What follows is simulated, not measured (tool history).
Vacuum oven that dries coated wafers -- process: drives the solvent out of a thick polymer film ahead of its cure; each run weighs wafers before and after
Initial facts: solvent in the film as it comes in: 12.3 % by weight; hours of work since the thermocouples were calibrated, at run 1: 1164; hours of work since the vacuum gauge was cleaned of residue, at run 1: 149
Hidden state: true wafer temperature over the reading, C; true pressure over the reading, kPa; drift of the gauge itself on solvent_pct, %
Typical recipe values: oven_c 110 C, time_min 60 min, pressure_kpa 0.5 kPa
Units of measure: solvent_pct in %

run,day,oven_c,time_min,pressure_kpa,hours of work since the thermocouples were calibrated,hours of work since the vacuum gauge was cleaned of residue,solvent_pct
1,0,110,60,0.5,1164,149,2.44
# day 0.15: oven's thermocouples calibrated
2,0.483,110,60,0.5,5,155,1.98
3,1.254,110,60,0.5,16,166,1.95
4,1.633,114,60,0.5,22,172,1.47
5,2.167,114,60,0.5,30,180,1.43
6,2.938,105,60,0.5,41,191,2.87
7,3.471,105,60,0.5,49,199,2.91
8,3.921,110,60,0.5,56,206,2.03
9,4.658,110,60,0.5,67,216,2.03
10,5.346,110,60,0.966,77,227,2.33
11,6.096,110,60,0.966,88,238,2.28
12,6.45,110,60,0.966,93,243,2.22
13,6.804,110,60,0.966,98,248,2.34
14,7.238,110,60,0.5,105,254,2.1
15,8.008,110,60,0.5,116,266,1.97
16,8.388,110,60,0.5,122,271,2.04
17,9.083,110,60,0.5,132,282,2.09
18,9.433,110,60,0.5,137,287,2.08
19,9.942,110,61,0.5,144,294,2.04
20,10.438,110,61,0.5,152,302,1.95
21,10.933,110,53,0.527,159,309,2.47
22,11.379,110,84,0.5,166,315,1.44
23,11.908,110,80,0.675,173,323,1.44
24,12.304,110,80,0.675,179,329,1.38
25,13.033,99,38,1.703,190,340,6.29
26,13.708,115,57,0.836,200,350,1.67
27,14.438,115,57,0.836,211,361,1.65
28,14.867,120,57,0.314,217,367,0.84
29,15.617,120,57,0.314,228,378,0.99
30,15.933,120,33,1.373,233,383,2.71
31,16.321,104,58,1.882,239,388,4.18
32,16.712,104,58,1.882,244,394,4.2
33,17.325,110,41,1.622,253,403,3.89
34,17.825,110,41,1.622,261,411,3.94
35,18.254,96,60,0.323,267,417,4.86
36,18.821,116,60,0.444,275,425,1.31
37,19.517,116,63,1.14,286,436,1.43

What if the next run were any one of these 3? Each begins from the tool's condition after run 37:
A,20.025,103,60,0.5,293,443,?
B,20.025,115,97,0.85,293,443,?
C,20.025,110,60,1.2,293,443,?

run,solvent_pct
A,3.41
B,0.89
C,2.67
What these runs would have given with no unlogged condition in the tool:
run,solvent_pct
A,3.23
B,0.77
C,2.51

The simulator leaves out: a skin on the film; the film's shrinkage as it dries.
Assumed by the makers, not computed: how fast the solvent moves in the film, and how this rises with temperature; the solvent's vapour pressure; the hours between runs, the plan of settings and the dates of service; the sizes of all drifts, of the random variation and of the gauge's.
